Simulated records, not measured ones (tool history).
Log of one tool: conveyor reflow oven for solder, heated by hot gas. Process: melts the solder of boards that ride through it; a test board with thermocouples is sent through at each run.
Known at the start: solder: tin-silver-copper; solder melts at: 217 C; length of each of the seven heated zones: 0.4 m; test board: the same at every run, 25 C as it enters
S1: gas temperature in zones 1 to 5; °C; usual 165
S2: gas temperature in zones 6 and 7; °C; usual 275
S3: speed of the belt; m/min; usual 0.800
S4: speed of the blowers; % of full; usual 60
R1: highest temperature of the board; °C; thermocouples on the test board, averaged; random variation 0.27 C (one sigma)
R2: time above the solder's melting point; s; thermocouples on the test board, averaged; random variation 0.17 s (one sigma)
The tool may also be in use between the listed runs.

run,hour,S1,S2,S3,S4,R1,R2
1,0.0,165,275,0.800,60,252.5,42.1
2,10.4,165,275,0.936,60,245.7,31.5
3,32.6,175,275,0.936,60,248.2,35.2
4,57.5,175,264,0.936,60,240.0,29.3
5,69.5,165,275,0.800,60,253.0,42.2
6,80.7,165,275,0.800,60,252.7,42.1
7,99.0,165,275,0.800,60,252.3,42.3
8,114.0,165,275,0.800,60,252.3,41.8
9,126.1,165,275,0.841,60,250.2,38.0
10,145.4,165,286,0.841,60,260.1,43.5
11,163.0,165,275,0.800,76,258.0,46.1
12,175.4,165,275,0.800,76,257.5,45.8
13,190.2,165,275,0.800,69,255.2,44.5
14,208.3,165,275,0.800,69,255.5,44.5
15,230.6,165,275,0.800,69,255.3,44.4
16,249.6,165,275,0.668,60,258.1,55.9
17,274.9,166,289,0.800,60,264.1,48.3
18,296.5,165,275,0.800,55,249.8,40.2
19,312.5,168,275,0.682,55,256.2,53.8
# hour 319.3: flux residue cleaned out of gas plates and filters
20,330.4,168,275,0.682,55,256.4,53.6
21,347.4,168,277,0.682,57,258.3,55.0
# hour 360.9: thermocouples of zones 6 and 7 changed
22,367.3,168,277,0.682,57,260.3,56.0
23,389.2,165,275,0.800,70,257.1,45.1
# hour 405.4: flux residue cleaned out of gas plates and filters, once more
24,415.0,165,277,0.800,67,258.4,45.7
25,426.5,165,277,0.800,67,258.1,45.9
26,444.7,177,275,0.800,60,256.7,47.5
27,463.2,177,275,0.800,60,256.4,47.4
28,479.4,165,268,0.800,71,251.9,42.7
29,495.4,165,268,0.800,71,251.8,42.7
30,516.4,168,274,0.781,63,255.4,46.0
31,532.9,179,284,0.781,65,266.9,54.6

3 ways to go on from here, each from the tool as it stands after run 31. What would each give?
A,554.8,179,284,0.866,65,?,?
B,554.8,179,281,0.893,65,?,?
C,554.8,159,275,0.673,65,?,?

run,R1,R2
A,263.1,47.2
B,259.5,44.1
C,260.4,55.1
Without the tool's hidden state the same runs would have given:
run,R1,R2
A,263.6,47.1
B,260.0,44.1
C,260.9,55.0
